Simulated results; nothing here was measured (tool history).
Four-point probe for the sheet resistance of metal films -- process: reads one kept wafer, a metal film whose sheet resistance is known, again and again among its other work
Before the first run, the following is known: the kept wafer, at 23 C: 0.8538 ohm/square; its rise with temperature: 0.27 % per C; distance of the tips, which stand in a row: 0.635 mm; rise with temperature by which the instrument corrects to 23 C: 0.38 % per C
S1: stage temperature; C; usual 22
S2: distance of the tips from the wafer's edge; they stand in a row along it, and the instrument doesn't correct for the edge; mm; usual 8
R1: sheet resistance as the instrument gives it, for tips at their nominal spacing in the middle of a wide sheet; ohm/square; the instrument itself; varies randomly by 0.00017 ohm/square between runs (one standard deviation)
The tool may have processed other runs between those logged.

run,hour,S1,S2,R1
1,0,22,8,0.854754
2,8.3,22,8,0.855003
3,19.3,22,8,0.854599
4,33.6,22,8,0.854607
5,49.3,22,8,0.854754
6,64.2,22,8,0.854575
7,79.5,22,8,0.854439
8,93.3,22,8,0.85442
9,104.7,20,8,0.856164
10,114.5,20,8,0.856429
11,127.6,20,8,0.856351
12,134.5,22,72,0.851384
13,147.9,26,72,0.84773
14,161.9,26,72,0.847705
15,175.6,20,8,0.856543
16,184.5,22,4,0.86283
17,200.2,22,34,0.851179
18,215.9,29,5,0.852167
19,224,33,60,0.841118
20,237.4,25,22,0.84875
21,244.1,34,3,0.859752
22,256.3,25,53,0.84847
23,265.7,25,53,0.847999
24,275.7,19,4,0.865367
25,284.1,18,20,0.855376
26,292.1,18,20,0.855194
27,306.6,19,5,0.861124
28,314.3,19,5,0.86108

Some steps in R1, run to run, broken into two amounts with sign: the step expected even without the hidden condition (settings, incoming material, random variation), and the rest, left for the hidden condition together with whatever gauge scatter is not in both the measured and the hidden-condition-free result:
Hidden state present: inner tips' distance over the nominal, %; tips' flats over new ones', %; wafer's true temperature over the reading, C; drift of the gauge itself on sheet_ohm, %.
Run 14 -> 15: S1 26 -> 20, S2 72 -> 8. R1 +0.008838 ohm/square: hidden state -0.000078, all else +0.008916.
Run 16 -> 17: S2 4 -> 34. R1 -0.011651 ohm/square: hidden state -0.000011, all else -0.01164.
Run 23 -> 24: S1 25 -> 19, S2 53 -> 4. R1 +0.017368 ohm/square: hidden state -0.000104, all else +0.017472.
